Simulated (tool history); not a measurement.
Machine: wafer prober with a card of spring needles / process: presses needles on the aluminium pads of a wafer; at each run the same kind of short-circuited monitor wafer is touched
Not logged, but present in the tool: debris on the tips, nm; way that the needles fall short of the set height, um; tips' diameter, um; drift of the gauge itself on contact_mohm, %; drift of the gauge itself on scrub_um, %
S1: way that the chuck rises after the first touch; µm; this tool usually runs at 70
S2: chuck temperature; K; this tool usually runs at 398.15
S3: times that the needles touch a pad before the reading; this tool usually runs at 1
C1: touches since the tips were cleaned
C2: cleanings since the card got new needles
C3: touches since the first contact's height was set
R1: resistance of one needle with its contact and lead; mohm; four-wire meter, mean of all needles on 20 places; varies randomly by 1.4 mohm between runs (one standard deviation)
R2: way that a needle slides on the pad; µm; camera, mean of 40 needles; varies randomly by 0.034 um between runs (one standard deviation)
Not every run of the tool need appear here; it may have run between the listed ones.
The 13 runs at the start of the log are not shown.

| run | day | S1 | S2 | S3 | C1 | C2 | C3 | R1 | R2 |
|---|---|---|---|---|---|---|---|---|---|
|  | 20.171 | tips cleaned on abrasive film |
|  | 21.042 | tips cleaned on abrasive film |
| 14 | 21.621 | 70 | 398.15 | 1 | 5826 | 79 | 134416 | 119 | 14.85 |
|  | 21.946 | tips cleaned on abrasive film |
|  | 22.879 | tips cleaned on abrasive film |
| 15 | 22.879 | 70 | 398.15 | 1 | 0 | 81 | 146937 | 117 | 14.88 |
|  | 23.492 | height of the first contact set anew |
|  | 23.808 | tips cleaned on abrasive film |
|  | 24.783 | tips cleaned on abrasive film |
| 16 | 24.804 | 70 | 398.15 | 1 | 197 | 83 | 13105 | 119 | 14.83 |
|  | 25.662 | tips cleaned on abrasive film |
| 17 | 26.471 | 72 | 398.15 | 1 | 8144 | 84 | 29808 | 115 | 15.22 |
|  | 26.583 | tips cleaned on abrasive film |
|  | 27.458 | tips cleaned on abrasive film |
| 18 | 27.579 | 72 | 398.15 | 2 | 1214 | 86 | 40856 | 117 | 15.22 |
|  | 28.333 | tips cleaned on abrasive film |
|  | 29.308 | tips cleaned on abrasive film |
| 19 | 29.562 | 59 | 324.15 | 3 | 2549 | 88 | 60683 | 108 | 12.53 |
|  | 30.312 | tips cleaned on abrasive film |
| 20 | 30.446 | 75 | 367.15 | 1 | 1354 | 89 | 69530 | 109 | 15.81 |
|  | 31.325 | tips cleaned on abrasive film |
|  | 32.221 | tips cleaned on abrasive film |
| 21 | 32.379 | 70 | 327.15 | 2 | 1583 | 91 | 88858 | 108 | 14.74 |
|  | 33.171 | tips cleaned on abrasive film |
|  | 34.058 | tips cleaned on abrasive film |
| 22 | 34.083 | 62 | 377.15 | 2 | 246 | 93 | 105890 | 118 | 13.04 |
|  | 35.033 | tips cleaned on abrasive film |
| 23 | 35.250 | 75 | 380.15 | 1 | 2177 | 94 | 117574 | 115 | 15.75 |
|  | 35.908 | gauge calibrated |
|  | 35.912 | tips cleaned on abrasive film |
|  | 36.833 | tips cleaned on abrasive film |
| 24 | 36.833 | 75 | 380.15 | 3 | 0 | 96 | 133408 | 111 | 16.18 |
|  | 37.846 | tips cleaned on abrasive film |
| 25 | 38.654 | 75 | 380.15 | 3 | 8135 | 97 | 151663 | 114 | 16.17 |
|  | 38.808 | tips cleaned on abrasive film |
|  | 38.821 | height of the first contact set anew |
|  | 39.717 | tips cleaned on abrasive film |
| 26 | 40.508 | 75 | 380.15 | 3 | 7973 | 99 | 16902 | 112 | 16.09 |
|  | 40.604 | tips cleaned on abrasive film |
|  | 41.521 | tips cleaned on abrasive film |
| 27 | 41.583 | 70 | 354.15 | 2 | 638 | 101 | 27627 | 109 | 15.11 |
|  | 42.400 | tips cleaned on abrasive film |
| 28 | 43.079 | 70 | 318.15 | 1 | 6820 | 102 | 42604 | 106 | 15.01 |
|  | 43.262 | tips cleaned on abrasive film |
|  | 44.188 | tips cleaned on abrasive film |
| 29 | 44.792 | 70 | 325.15 | 1 | 6030 | 104 | 59696 | 109 | 15.04 |
|  | 45.129 | tips cleaned on abrasive film |
|  | 46.142 | tips cleaned on abrasive film |
| 30 | 46.179 | 70 | 325.15 | 1 | 395 | 106 | 73588 | 110 | 15.01 |
|  | 47.017 | tips cleaned on abrasive film |
| 31 | 47.758 | 70 | 325.15 | 1 | 7455 | 107 | 89398 | 107 | 14.96 |
|  | 47.921 | tips cleaned on abrasive film |
|  | 48.858 | tips cleaned on abrasive film |
| 32 | 49.192 | 70 | 325.15 | 1 | 3372 | 109 | 103718 | 107 | 14.95 |

What if the next run were any one of these 3? Each begins from the tool's condition after run 32:
|  | 49.738 | tips cleaned on abrasive film |
| A | 50.175 | 53 | 325.15 | 2 | 4403 | 110 | 113561 | ? | ? |
|  | 49.738 | tips cleaned on abrasive film |
| B | 50.175 | 70 | 349.15 | 1 | 4403 | 110 | 113561 | ? | ? |
|  | 49.738 | tips cleaned on abrasive film |
| C | 50.175 | 63 | 325.15 | 1 | 4403 | 110 | 113561 | ? | ? |

| run | R1 | R2 |
|---|---|---|
| A | 112 | 11.30 |
| B | 109 | 14.95 |
| C | 111 | 13.46 |
What these runs would have given with no unlogged condition in the tool:
| run | R1 | R2 |
|---|---|---|
| A | 111 | 11.41 |
| B | 109 | 15.10 |
| C | 110 | 13.59 |
